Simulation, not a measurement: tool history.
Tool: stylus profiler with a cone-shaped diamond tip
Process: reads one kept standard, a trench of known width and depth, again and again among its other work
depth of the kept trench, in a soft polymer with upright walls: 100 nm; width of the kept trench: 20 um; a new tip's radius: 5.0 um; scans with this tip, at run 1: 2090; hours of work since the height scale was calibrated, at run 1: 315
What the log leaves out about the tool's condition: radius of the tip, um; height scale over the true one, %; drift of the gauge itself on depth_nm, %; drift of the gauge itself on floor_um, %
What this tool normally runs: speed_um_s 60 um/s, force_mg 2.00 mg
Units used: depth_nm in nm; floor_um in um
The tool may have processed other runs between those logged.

| run | day | speed_um_s | force_mg | scans with this tip | hours of work since the height scale was calibrated | depth_nm | floor_um |
|---|---|---|---|---|---|---|---|
| 1 | 0.000 | 60 | 2.00 | 2090 | 315 | 101.16 | 17.63 |
| 2 | 0.646 | 60 | 2.00 | 2146 | 323 | 101.22 | 17.63 |
| 3 | 1.367 | 60 | 2.00 | 2209 | 333 | 101.28 | 17.69 |
| 4 | 2.050 | 60 | 2.00 | 2268 | 342 | 101.23 | 17.71 |
| 5 | 2.571 | 60 | 2.00 | 2314 | 349 | 101.22 | 17.70 |
| 6 | 3.058 | 60 | 2.00 | 2356 | 355 | 101.19 | 17.66 |
| 7 | 3.562 | 60 | 2.00 | 2400 | 362 | 101.15 | 17.68 |
| 8 | 4.221 | 60 | 2.00 | 2457 | 370 | 101.10 | 17.67 |
| 9 | 4.871 | 60 | 2.00 | 2514 | 379 | 101.35 | 17.72 |
| 10 | 5.267 | 60 | 2.00 | 2548 | 384 | 101.15 | 17.65 |
| 11 | 5.871 | 60 | 2.00 | 2601 | 392 | 100.99 | 17.63 |
| 12 | 6.329 | 75 | 2.24 | 2641 | 398 | 101.33 | 17.63 |
| 13 | 6.971 | 16 | 5.89 | 2697 | 406 | 102.54 | 17.90 |
| 14 | 7.300 | 21 | 2.90 | 2726 | 411 | 101.47 | 17.90 |
| 15 | 7.829 | 46 | 1.33 | 2772 | 418 | 100.76 | 17.68 |
| 16 | 8.408 | 60 | 2.32 | 2822 | 425 | 101.25 | 17.69 |
| 17 | 8.988 | 40 | 4.38 | 2873 | 433 | 102.11 | 17.81 |
| 18 | 9.442 | 40 | 3.22 | 2912 | 439 | 101.61 | 17.85 |
| 19 | 10.133 | 58 | 5.58 | 2973 | 448 | 102.48 | 17.81 |

Here are 5 independent what-if runs from the current tool condition. What would each one return?
| A | 10.804 | 84 | 1.66 | 3031 | 457 | ? | ? |
| B | 10.804 | 207 | 1.61 | 3031 | 457 | ? | ? |
| C | 10.804 | 72 | 2.00 | 3031 | 457 | ? | ? |
| D | 10.804 | 40 | 1.19 | 3031 | 457 | ? | ? |
| E | 10.804 | 33 | 5.58 | 3031 | 457 | ? | ? |

| run | depth_nm | floor_um |
|---|---|---|
| A | 100.92 | 17.53 |
| B | 101.02 | 16.86 |
| C | 101.07 | 17.59 |
| D | 100.85 | 17.70 |
| E | 102.41 | 17.85 |
The same runs, with their run-to-run variation unchanged, on a tool lacking any hidden condition would have given:
| run | depth_nm | floor_um |
|---|---|---|
| A | 101.15 | 17.60 |
| B | 101.25 | 16.93 |
| C | 101.30 | 17.66 |
| D | 101.08 | 17.77 |
| E | 102.64 | 17.92 |
